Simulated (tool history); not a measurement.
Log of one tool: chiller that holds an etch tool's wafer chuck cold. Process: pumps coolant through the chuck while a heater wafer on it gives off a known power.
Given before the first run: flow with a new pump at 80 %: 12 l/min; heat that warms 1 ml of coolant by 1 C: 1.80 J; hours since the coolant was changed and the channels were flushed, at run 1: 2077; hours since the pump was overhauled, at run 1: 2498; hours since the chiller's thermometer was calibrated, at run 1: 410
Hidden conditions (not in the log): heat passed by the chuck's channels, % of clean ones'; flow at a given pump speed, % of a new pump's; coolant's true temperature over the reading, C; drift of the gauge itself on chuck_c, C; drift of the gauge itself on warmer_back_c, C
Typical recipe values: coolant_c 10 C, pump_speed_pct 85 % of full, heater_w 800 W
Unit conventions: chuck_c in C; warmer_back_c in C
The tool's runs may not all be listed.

run,hour,coolant_c,pump_speed_pct,heater_w,hours since the coolant was changed and the channels were flushed,hours since the pump was overhauled,hours since the chiller's thermometer was calibrated,chuck_c,warmer_back_c
1,0.0,10,85,800,2077,2498,410,16.1,2.21
2,112.5,10,85,489,2189,2611,523,13.6,1.25
3,261.7,10,85,489,2338,2760,672,13.7,1.32
4,394.9,10,70,800,2471,2893,805,16.7,2.60
5,479.9,10,70,800,2556,2978,890,17.0,2.72
6,659.0,10,70,800,2736,3157,1069,16.9,2.67
7,767.4,10,85,800,2844,3265,1178,16.1,2.18
8,931.0,10,85,800,3008,3429,1341,16.1,2.22
9,1051.4,10,85,800,3128,3550,1462,16.0,2.23
10,1234.2,10,85,800,3311,3732,1645,16.2,2.20
11,1394.6,10,85,800,3471,3893,1805,16.3,2.25
12,1468.9,10,85,689,3545,3967,1879,15.4,1.97
# hour 1487.9: coolant pump overhauled
13,1641.0,10,85,800,3712,153,2046,16.3,2.31
14,1787.9,10,85,800,3859,300,2193,16.4,2.38
15,1959.7,10,70,800,4031,472,2365,17.4,2.86
16,2126.4,10,70,800,4198,639,2532,17.2,2.88
17,2204.1,10,66,1070,4276,716,2609,20.0,4.07
18,2313.9,10,66,1070,4385,826,2719,20.3,4.09
19,2468.1,13,70,800,4540,980,2873,20.2,2.93
# hour 2551.8: coolant pump overhauled, once more
# hour 2575.3: chiller's thermometer calibrated
20,2603.0,12,88,404,4669,50,28,15.2,1.03
21,2687.3,12,88,404,4753,134,112,15.0,1.02
22,2853.8,12,88,404,4919,301,279,14.9,1.04
23,2964.6,12,88,404,5030,412,389,15.0,0.96
24,3040.8,12,88,404,5106,488,466,15.0,0.99
25,3195.1,12,96,404,5261,642,620,14.7,0.92
26,3369.8,12,81,646,5435,817,795,17.2,1.82
27,3492.7,9,77,602,5558,940,917,13.9,1.76
28,3674.9,10,68,437,5740,1122,1100,13.9,1.40
29,3758.5,10,83,622,5824,1206,1183,15.0,1.73
30,3921.1,10,62,622,5987,1368,1346,15.9,2.29
31,4020.0,10,77,656,6086,1467,1445,15.4,1.95

What would each run have given without the hidden state, its run-to-run variation left as it was?
run,chuck_c,warmer_back_c
1,15.7,2.12
2,13.4,1.20
3,13.5,1.26
4,16.3,2.48
5,16.5,2.58
6,16.4,2.53
7,15.7,2.06
8,15.7,2.09
9,15.6,2.09
10,15.7,2.06
11,15.9,2.10
12,15.0,1.84
13,15.6,2.05
14,15.7,2.11
15,16.5,2.52
16,16.3,2.53
17,18.8,3.57
18,19.0,3.59
19,19.3,2.56
20,15.0,1.03
21,14.7,1.01
22,14.7,1.04
23,14.7,0.95
24,14.7,0.98
25,14.5,0.91
26,16.8,1.80
27,13.5,1.73
28,13.5,1.38
29,14.5,1.69
30,15.4,2.24
31,14.8,1.90
